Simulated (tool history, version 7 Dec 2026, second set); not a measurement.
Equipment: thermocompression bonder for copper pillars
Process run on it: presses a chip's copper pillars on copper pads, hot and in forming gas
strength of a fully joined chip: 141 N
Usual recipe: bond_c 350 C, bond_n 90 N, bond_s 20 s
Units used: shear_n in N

| run | hour | bond_c | bond_n | bond_s | shear_n |
|---|---|---|---|---|---|
| 1 | 0.0 | 350 | 90 | 20 | 89.3 |
| 2 | 9.7 | 350 | 90 | 20 | 89.6 |
| 3 | 17.2 | 350 | 90 | 20 | 89.6 |
| 4 | 23.7 | 350 | 90 | 20 | 90.7 |
| 5 | 30.8 | 350 | 90 | 20 | 90.3 |
| 6 | 41.0 | 350 | 90 | 20 | 89.1 |
| 7 | 52.7 | 350 | 90 | 20 | 88.6 |
| 8 | 61.7 | 350 | 90 | 20 | 90.0 |
| 9 | 67.5 | 350 | 90 | 20 | 89.6 |
| 10 | 76.8 | 350 | 90 | 20 | 88.8 |
| 11 | 85.9 | 350 | 90 | 38 | 104.8 |
| 12 | 92.8 | 350 | 90 | 38 | 104.1 |
| 13 | 100.9 | 350 | 111 | 22 | 104.3 |
| 14 | 112.2 | 337 | 65 | 56 | 81.8 |
| 15 | 124.6 | 330 | 90 | 27 | 80.3 |
| 16 | 132.4 | 356 | 90 | 16 | 86.2 |
| 17 | 139.2 | 351 | 110 | 16 | 95.3 |
| 18 | 151.9 | 357 | 66 | 16 | 67.9 |
| 19 | 159.8 | 350 | 97 | 25 | 98.9 |

Predict each of these 3 candidate next runs independently; none follows another, all start after run 19:
| A | 168.2 | 350 | 107 | 20 | ? |
| B | 168.2 | 357 | 90 | 20 | ? |
| C | 168.2 | 327 | 103 | 16 | ? |

| run | shear_n |
|---|---|
| A | 99.0 |
| B | 93.4 |
| C | 74.1 |
Take away the tool's hidden state, keep each run's random variation, and the runs would have read:
| run | shear_n |
|---|---|
| A | 104.0 |
| B | 97.9 |
| C | 77.6 |
